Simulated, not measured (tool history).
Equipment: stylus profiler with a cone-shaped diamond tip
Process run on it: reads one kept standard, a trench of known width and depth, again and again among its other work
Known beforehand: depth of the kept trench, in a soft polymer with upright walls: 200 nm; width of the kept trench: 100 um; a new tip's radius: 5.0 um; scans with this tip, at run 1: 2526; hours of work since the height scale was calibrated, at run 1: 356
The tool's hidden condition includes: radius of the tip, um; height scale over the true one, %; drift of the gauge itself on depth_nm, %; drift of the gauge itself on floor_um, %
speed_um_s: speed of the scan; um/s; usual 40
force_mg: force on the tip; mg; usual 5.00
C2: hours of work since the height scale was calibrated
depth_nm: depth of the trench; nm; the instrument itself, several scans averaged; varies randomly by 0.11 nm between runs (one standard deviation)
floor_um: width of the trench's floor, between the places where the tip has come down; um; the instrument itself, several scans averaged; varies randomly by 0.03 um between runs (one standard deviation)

{"run": 1, "hour": 0.0, "speed_um_s": 40, "force_mg": 5.0, "scans with this tip": 2526, "C2": 356, "depth_nm": 203.23, "floor_um": 96.99}
{"run": 2, "hour": 35.0, "speed_um_s": 40, "force_mg": 5.0, "scans with this tip": 2632, "C2": 371, "depth_nm": 203.28, "floor_um": 97.0}
{"run": 3, "hour": 79.6, "speed_um_s": 40, "force_mg": 5.0, "scans with this tip": 2768, "C2": 391, "depth_nm": 203.28, "floor_um": 96.92}
{"run": 4, "hour": 145.4, "speed_um_s": 40, "force_mg": 5.0, "scans with this tip": 2969, "C2": 419, "depth_nm": 203.05, "floor_um": 96.96}
{"run": 5, "hour": 182.6, "speed_um_s": 14, "force_mg": 5.0, "scans with this tip": 3083, "C2": 435, "depth_nm": 203.32, "floor_um": 97.08}
{"run": 6, "hour": 219.2, "speed_um_s": 40, "force_mg": 10.12, "scans with this tip": 3194, "C2": 451, "depth_nm": 204.9, "floor_um": 97.02}
{"run": 7, "hour": 257.0, "speed_um_s": 40, "force_mg": 5.0, "scans with this tip": 3310, "C2": 467, "depth_nm": 203.24, "floor_um": 97.01}
{"run": 8, "hour": 291.8, "speed_um_s": 40, "force_mg": 5.0, "scans with this tip": 3416, "C2": 482, "depth_nm": 203.13, "floor_um": 96.97}
{"run": 9, "hour": 362.2, "speed_um_s": 40, "force_mg": 5.0, "scans with this tip": 3631, "C2": 512, "depth_nm": 203.36, "floor_um": 96.98}
{"run": 10, "hour": 397.7, "speed_um_s": 40, "force_mg": 5.0, "scans with this tip": 3739, "C2": 528, "depth_nm": 203.31, "floor_um": 96.99}
{"run": 11, "hour": 428.5, "speed_um_s": 40, "force_mg": 5.0, "scans with this tip": 3833, "C2": 541, "depth_nm": 203.38, "floor_um": 96.9}
{"run": 12, "hour": 483.5, "speed_um_s": 40, "force_mg": 4.1, "scans with this tip": 4001, "C2": 565, "depth_nm": 203.01, "floor_um": 96.94}
{"run": 13, "hour": 513.1, "speed_um_s": 40, "force_mg": 4.1, "scans with this tip": 4091, "C2": 577, "depth_nm": 202.93, "floor_um": 96.89}
{"run": 14, "hour": 580.6, "speed_um_s": 40, "force_mg": 4.1, "scans with this tip": 4297, "C2": 606, "depth_nm": 202.96, "floor_um": 96.96}
{"run": 15, "hour": 647.6, "speed_um_s": 40, "force_mg": 4.1, "scans with this tip": 4502, "C2": 635, "depth_nm": 203.14, "floor_um": 96.9}
{"run": 16, "hour": 690.3, "speed_um_s": 40, "force_mg": 8.98, "scans with this tip": 4632, "C2": 654, "depth_nm": 204.88, "floor_um": 96.95}
{"run": 17, "hour": 721.6, "speed_um_s": 40, "force_mg": 8.98, "scans with this tip": 4728, "C2": 667, "depth_nm": 204.87, "floor_um": 96.96}
{"run": 18, "hour": 780.5, "speed_um_s": 40, "force_mg": 8.98, "scans with this tip": 4907, "C2": 692, "depth_nm": 204.79, "floor_um": 96.9}
{"run": 19, "hour": 834.4, "speed_um_s": 21, "force_mg": 7.31, "scans with this tip": 5072, "C2": 716, "depth_nm": 204.31, "floor_um": 97.01}
{"run": 20, "hour": 903.1, "speed_um_s": 85, "force_mg": 3.1, "scans with this tip": 5281, "C2": 745, "depth_nm": 202.74, "floor_um": 96.65}
{"run": 21, "hour": 968.3, "speed_um_s": 24, "force_mg": 4.17, "scans with this tip": 5480, "C2": 773, "depth_nm": 203.3, "floor_um": 96.91}
{"hour": 974.9, "done": "height scale calibrated on a step standard"}
{"run": 22, "hour": 1030.5, "speed_um_s": 132, "force_mg": 4.94, "scans with this tip": 5668, "C2": 24, "depth_nm": 203.97, "floor_um": 96.54}
{"run": 23, "hour": 1068.5, "speed_um_s": 11, "force_mg": 5.98, "scans with this tip": 5784, "C2": 40, "depth_nm": 204.12, "floor_um": 96.93}
{"run": 24, "hour": 1100.0, "speed_um_s": 34, "force_mg": 10.97, "scans with this tip": 5880, "C2": 54, "depth_nm": 205.78, "floor_um": 96.87}
{"run": 25, "hour": 1130.8, "speed_um_s": 40, "force_mg": 7.89, "scans with this tip": 5975, "C2": 67, "depth_nm": 205.06, "floor_um": 96.93}
{"run": 26, "hour": 1178.1, "speed_um_s": 83, "force_mg": 3.05, "scans with this tip": 6119, "C2": 87, "depth_nm": 203.14, "floor_um": 96.61}
{"run": 27, "hour": 1223.5, "speed_um_s": 20, "force_mg": 6.5, "scans with this tip": 6257, "C2": 107, "depth_nm": 204.62, "floor_um": 96.91}
{"run": 28, "hour": 1292.5, "speed_um_s": 93, "force_mg": 3.55, "scans with this tip": 6468, "C2": 137, "depth_nm": 203.49, "floor_um": 96.57}
{"run": 29, "hour": 1350.8, "speed_um_s": 10, "force_mg": 2.76, "scans with this tip": 6646, "C2": 162, "depth_nm": 203.0, "floor_um": 96.89}
{"hour": 1371.9, "done": "height scale calibrated on a step standard, once more"}
{"run": 30, "hour": 1393.3, "speed_um_s": 44, "force_mg": 2.4, "scans with this tip": 6774, "C2": 9, "depth_nm": 201.75, "floor_um": 96.75}
{"run": 31, "hour": 1432.2, "speed_um_s": 41, "force_mg": 10.02, "scans with this tip": 6893, "C2": 26, "depth_nm": 204.51, "floor_um": 96.88}

Consider 3 possible next runs. They are alternatives, not a sequence: every one starts from the tool as it was left by run 31. What does each give?
{"run": "A", "hour": 1477.7, "speed_um_s": 97, "force_mg": 10.8, "scans with this tip": 7032, "C2": 46, "depth_nm": "?", "floor_um": "?"}
{"run": "B", "hour": 1477.7, "speed_um_s": 48, "force_mg": 5.28, "scans with this tip": 7032, "C2": 46, "depth_nm": "?", "floor_um": "?"}
{"run": "C", "hour": 1477.7, "speed_um_s": 20, "force_mg": 13.68, "scans with this tip": 7032, "C2": 46, "depth_nm": "?", "floor_um": "?"}

run=A depth_nm=204.86 floor_um=96.67
run=B depth_nm=202.91 floor_um=96.75
run=C depth_nm=205.47 floor_um=96.90
Stripped of hidden state, with their random variation kept, the same runs would have yielded:
run=A depth_nm=204.77 floor_um=96.94
run=B depth_nm=202.82 floor_um=97.03
run=C depth_nm=205.38 floor_um=97.17
